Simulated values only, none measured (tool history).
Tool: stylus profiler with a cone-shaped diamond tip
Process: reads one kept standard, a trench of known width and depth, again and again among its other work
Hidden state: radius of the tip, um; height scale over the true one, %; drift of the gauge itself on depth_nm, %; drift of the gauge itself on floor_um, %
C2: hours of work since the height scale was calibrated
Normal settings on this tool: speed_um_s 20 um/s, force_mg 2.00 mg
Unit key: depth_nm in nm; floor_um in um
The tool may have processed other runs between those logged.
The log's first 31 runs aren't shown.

run 32 hour=2065.9 | speed_um_s=46 force_mg=0.67 | scans_with_this_tip=11335 C2=304 | depth_nm=502.54 floor_um=15.79
run 33 hour=2118.6 | speed_um_s=46 force_mg=1.33 | scans_with_this_tip=11601 C2=332 | depth_nm=503.46 floor_um=15.97
run 34 hour=2201.1 | speed_um_s=30 force_mg=1.07 | scans_with_this_tip=12017 C2=377 | depth_nm=502.99 floor_um=16.11
run 35 hour=2256.5 | speed_um_s=37 force_mg=0.99 | scans_with_this_tip=12297 C2=406 | depth_nm=502.77 floor_um=15.95
run 36 hour=2329.0 | speed_um_s=30 force_mg=1.22 | scans_with_this_tip=12663 C2=445 | depth_nm=503.60 floor_um=16.07
run 37 hour=2382.5 | speed_um_s=8 force_mg=1.22 | scans_with_this_tip=12933 C2=474 | depth_nm=503.48 floor_um=16.23
run 38 hour=2473.8 | speed_um_s=10 force_mg=0.71 | scans_with_this_tip=13394 C2=523 | depth_nm=502.87 floor_um=16.16
run 39 hour=2538.1 | speed_um_s=10 force_mg=0.71 | scans_with_this_tip=13718 C2=557 | depth_nm=502.91 floor_um=16.19
run 40 hour=2588.5 | speed_um_s=42 force_mg=4.90 | scans_with_this_tip=13973 C2=584 | depth_nm=507.36 floor_um=16.07
run 41 hour=2664.2 | speed_um_s=30 force_mg=1.66 | scans_with_this_tip=14355 C2=625 | depth_nm=504.31 floor_um=15.98
run 42 hour=2708.6 | speed_um_s=16 force_mg=5.86 | scans_with_this_tip=14580 C2=649 | depth_nm=508.55 floor_um=16.14

Alternative continuations, all from the tool just after run 42; predict every row:
run A hour=2752.1 | speed_um_s=8 force_mg=1.39 | scans_with_this_tip=14799 C2=672 | depth_nm=? floor_um=?
run B hour=2752.1 | speed_um_s=20 force_mg=3.74 | scans_with_this_tip=14799 C2=672 | depth_nm=? floor_um=?
run C hour=2752.1 | speed_um_s=9 force_mg=5.86 | scans_with_this_tip=14799 C2=672 | depth_nm=? floor_um=?

run=A depth_nm=504.26 floor_um=16.15
run=B depth_nm=506.83 floor_um=16.09
run=C depth_nm=508.54 floor_um=16.14
Take away the tool's hidden state, keep each run's random variation, and the runs would have read:
run=A depth_nm=502.69 floor_um=16.93
run=B depth_nm=505.26 floor_um=16.87
run=C depth_nm=506.97 floor_um=16.93
